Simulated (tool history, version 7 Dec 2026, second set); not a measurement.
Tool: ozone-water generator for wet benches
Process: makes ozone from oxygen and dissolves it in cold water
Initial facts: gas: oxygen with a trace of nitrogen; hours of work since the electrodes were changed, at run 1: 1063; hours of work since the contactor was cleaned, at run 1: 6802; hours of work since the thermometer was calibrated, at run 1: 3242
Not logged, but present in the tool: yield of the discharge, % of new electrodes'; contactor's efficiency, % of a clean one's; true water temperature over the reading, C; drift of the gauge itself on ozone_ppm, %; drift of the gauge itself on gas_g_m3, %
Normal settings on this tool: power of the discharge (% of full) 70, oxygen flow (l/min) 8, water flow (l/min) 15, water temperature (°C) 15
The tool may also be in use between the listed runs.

| run | day | power of the discharge (% of full) | oxygen flow (l/min) | water flow (l/min) | water temperature (°C) | hours of work since the electrodes were changed | hours of work since the contactor was cleaned | hours of work since the thermometer was calibrated | dissolved ozone (ppm) | ozone in the gas ahead of the water (g/m3) |
|---|---|---|---|---|---|---|---|---|---|---|
| 1 | 0 | 70 | 8 | 15 | 15 | 1063 | 6802 | 3242 | 21.3 | 169.1 |
| 2 | 1.775 | 70 | 8 | 15 | 15 | 1091 | 6830 | 3269 | 21.1 | 169.8 |
| 3 | 2.892 | 70 | 8 | 15 | 15 | 1108 | 6847 | 3287 | 21.4 | 168.3 |
| 4 | 4.542 | 70 | 8 | 15 | 15 | 1134 | 6873 | 3312 | 21.2 | 168.5 |
| 5 | 6.35 | 70 | 8 | 15 | 15 | 1162 | 6901 | 3341 | 21 | 169.7 |
| 6 | 7.421 | 70 | 8 | 15 | 15 | 1178 | 6918 | 3357 | 21.4 | 169.5 |
| 7 | 8.708 | 70 | 8 | 15 | 15 | 1198 | 6938 | 3377 | 21.2 | 170.6 |
| 8 | 10.25 | 70 | 8 | 15 | 15 | 1222 | 6962 | 3401 | 21.2 | 168.6 |
| 9 | 11.546 | 70 | 8 | 15 | 15 | 1242 | 6982 | 3421 | 21.2 | 170.3 |
| 10 | 12.633 | 70 | 8 | 14 | 15 | 1259 | 6999 | 3438 | 21.9 | 167.4 |
| 11 | 14.783 | 70 | 8 | 15 | 11 | 1293 | 7032 | 3472 | 22.6 | 169 |
| 12 | 17.121 | 70 | 8.86 | 15 | 15 | 1329 | 7069 | 3508 | 20.8 | 160 |
| 13 | 18.608 | 70 | 8 | 17 | 15 | 1352 | 7092 | 3531 | 19.6 | 168.6 |
| 14 | 20.175 | 40 | 8 | 15 | 15 | 1377 | 7116 | 3555 | 14.8 | 117 |
| 15 | 22.442 | 40 | 8 | 15 | 15 | 1412 | 7151 | 3591 | 14.9 | 118.2 |
| 16 | 23.758 | 40 | 8 | 15 | 15 | 1432 | 7172 | 3611 | 14.8 | 117.3 |
| 17 | 24.838 | 40 | 8 | 15 | 15 | 1449 | 7189 | 3628 | 14.7 | 119.3 |
| 18 | 27.008 | 40 | 8 | 15 | 15 | 1483 | 7222 | 3662 | 14.8 | 117.9 |
|  | 27.325 | water thermometer calibrated |
| 19 | 29.458 | 66 | 8 | 12 | 15 | 1521 | 7260 | 33 | 22.9 | 162 |
| 20 | 31.262 | 58 | 8 | 12 | 15 | 1549 | 7288 | 61 | 20.8 | 150.6 |
| 21 | 32.462 | 50 | 10.63 | 16 | 9 | 1567 | 7307 | 80 | 17.7 | 116.9 |
| 22 | 34.6 | 50 | 10.63 | 16 | 9 | 1601 | 7340 | 113 | 17.5 | 118.1 |
| 23 | 35.704 | 70 | 4.84 | 17 | 15 | 1618 | 7357 | 130 | 19.8 | 216.9 |
| 24 | 37.408 | 50 | 8 | 15 | 18 | 1644 | 7384 | 157 | 15.7 | 134.9 |
| 25 | 39.912 | 64 | 4.03 | 16 | 18 | 1683 | 7423 | 196 | 18.6 | 228.3 |
|  | 40.267 | contactor cleaned |
|  | 41.35 | water thermometer calibrated, once more |
| 26 | 42.233 | 64 | 4.03 | 16 | 7 | 1716 | 30 | 14 | 23.2 | 227.7 |
| 27 | 43.538 | 43 | 8 | 10 | 22 | 1737 | 51 | 34 | 17.2 | 122.7 |
| 28 | 45.079 | 43 | 8 | 11 | 22 | 1761 | 75 | 58 | 16.9 | 123.3 |
| 29 | 46.708 | 55 | 4.27 | 11 | 10 | 1786 | 100 | 83 | 26.9 | 200.7 |
| 30 | 49.021 | 57 | 6.33 | 15 | 21 | 1822 | 136 | 119 | 18.2 | 166.3 |
| 31 | 51.342 | 57 | 6.33 | 15 | 21 | 1858 | 172 | 155 | 18.3 | 164.3 |
| 32 | 53.529 | 80 | 14.4 | 20 | 8 | 1892 | 206 | 189 | 22 | 132.5 |
| 33 | 54.783 | 80 | 14.4 | 20 | 8 | 1911 | 225 | 209 | 21.7 | 132.3 |

For some of the steps in dissolved ozone (ppm) from one run to the next: how much would appear even if the tool had no hidden state, given the settings, what came in and random variation, and how much remains for the hidden state plus any gauge scatter that the measured result and the result without hidden state don't share?
Run 13 -> 14: power of the discharge (% of full) 70 -> 40, water flow (l/min) 17 -> 15. dissolved ozone (ppm) -4.8: hidden state +1, all else -5.8.
Run 18 -> 19: power of the discharge (% of full) 40 -> 66, water flow (l/min) 15 -> 12, water thermometer calibrated. dissolved ozone (ppm) +8.1: hidden state -1.3, all else +9.4.
Run 25 -> 26: water temperature (°C) 18 -> 7, contactor cleaned, water thermometer calibrated, once more. dissolved ozone (ppm) +4.6: hidden state +1.6, all else +3.
Run 28 -> 29: power of the discharge (% of full) 43 -> 55, oxygen flow (l/min) 8 -> 4.27, water temperature (°C) 22 -> 10. dissolved ozone (ppm) +10: hidden state -0.7, all else +10.7.
Run 29 -> 30: power of the discharge (% of full) 55 -> 57, oxygen flow (l/min) 4.27 -> 6.33, water flow (l/min) 11 -> 15, water temperature (°C) 10 -> 21. dissolved ozone (ppm) -8.7: hidden state +0.4, all else -9.1.

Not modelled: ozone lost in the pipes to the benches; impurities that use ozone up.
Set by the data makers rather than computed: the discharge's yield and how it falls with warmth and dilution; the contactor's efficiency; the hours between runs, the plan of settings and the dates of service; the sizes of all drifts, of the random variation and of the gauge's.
